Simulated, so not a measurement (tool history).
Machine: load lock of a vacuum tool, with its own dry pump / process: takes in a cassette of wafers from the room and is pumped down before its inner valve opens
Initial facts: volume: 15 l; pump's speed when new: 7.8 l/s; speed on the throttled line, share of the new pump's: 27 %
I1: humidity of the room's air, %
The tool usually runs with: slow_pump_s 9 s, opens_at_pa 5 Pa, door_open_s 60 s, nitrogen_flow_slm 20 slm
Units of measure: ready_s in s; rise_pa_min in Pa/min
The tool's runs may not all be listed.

Run 1, day 0.000: usual settings; I1 45.6. Result: ready_s 29.2 s, rise_pa_min 0.094 Pa/min.
Run 2, day 5.475: usual settings; I1 44.6. Result: ready_s 29.3 s, rise_pa_min 0.100 Pa/min.
Run 3, day 10.333: usual settings; I1 46.8. Result: ready_s 29.0 s, rise_pa_min 0.096 Pa/min.
Run 4, day 14.233: usual settings; I1 42.2. Result: ready_s 29.0 s, rise_pa_min 0.088 Pa/min.
Run 5, day 17.250: usual settings; I1 43.6. Result: ready_s 29.3 s, rise_pa_min 0.098 Pa/min.
Run 6, day 22.000: usual settings but slow_pump_s 6 s; I1 44.4. Result: ready_s 27.5 s, rise_pa_min 0.099 Pa/min.
Run 7, day 27.350: usual settings but opens_at_pa 6 Pa; I1 46.1. Result: ready_s 29.5 s, rise_pa_min 0.098 Pa/min.
Run 8, day 33.975: usual settings but opens_at_pa 6 Pa; I1 43.3. Result: ready_s 29.4 s, rise_pa_min 0.095 Pa/min.
Run 9, day 37.054: usual settings but opens_at_pa 6 Pa, nitrogen_flow_slm 5 slm; I1 45.5. Result: ready_s 29.1 s, rise_pa_min 0.126 Pa/min.
Run 10, day 41.696: usual settings but opens_at_pa 6 Pa, nitrogen_flow_slm 5 slm; I1 48.7. Result: ready_s 28.9 s, rise_pa_min 0.133 Pa/min.
Run 11, day 47.804: usual settings but slow_pump_s 10 s, opens_at_pa 6 Pa, door_open_s 68 s, nitrogen_flow_slm 5 slm; I1 46.0. Result: ready_s 29.7 s, rise_pa_min 0.139 Pa/min.
Run 12, day 53.083: usual settings but slow_pump_s 8 s, door_open_s 66 s, nitrogen_flow_slm 5 slm; I1 43.0. Result: ready_s 29.1 s, rise_pa_min 0.127 Pa/min.
Run 13, day 56.004: usual settings but slow_pump_s 8 s, door_open_s 66 s, nitrogen_flow_slm 5 slm; I1 45.1. Result: ready_s 28.3 s, rise_pa_min 0.129 Pa/min.
Run 14, day 61.121: usual settings but slow_pump_s 8 s, door_open_s 66 s, nitrogen_flow_slm 5 slm; I1 46.1. Result: ready_s 28.2 s, rise_pa_min 0.138 Pa/min.
Run 15, day 63.950: usual settings but slow_pump_s 8 s, door_open_s 66 s, nitrogen_flow_slm 5 slm; I1 43.5. Result: ready_s 28.7 s, rise_pa_min 0.136 Pa/min.
Run 16, day 68.212: usual settings but slow_pump_s 8 s, door_open_s 66 s, nitrogen_flow_slm 5 slm; I1 46.5. Result: ready_s 28.1 s, rise_pa_min 0.136 Pa/min.
Run 17, day 73.658: usual settings but slow_pump_s 7 s, nitrogen_flow_slm 6 slm; I1 41.7. Result: ready_s 27.9 s, rise_pa_min 0.123 Pa/min.
Run 18, day 78.704: usual settings but nitrogen_flow_slm 6 slm; I1 43.7. Result: ready_s 30.1 s, rise_pa_min 0.124 Pa/min.

Hidden state or all else? Some run-to-run changes of ready_s, split into what the settings, what came in and random variation would give without the hidden state, and what is left for the hidden state (with any gauge scatter that isn't in both results):
What the log doesn't record here: pump's speed, % of a new pump's; leak at the door's seal, Pa l/s; drift of the gauge itself on ready_s, %; drift of the gauge itself on rise_pa_min, %.
Run 6 -> 7: slow_pump_s 6 -> 9, opens_at_pa 5 -> 6. ready_s +2.0 s: hidden state -0.2, all else +2.2.
Run 17 -> 18: slow_pump_s 7 -> 9. ready_s +2.2 s: hidden state +0.1, all else +2.1.
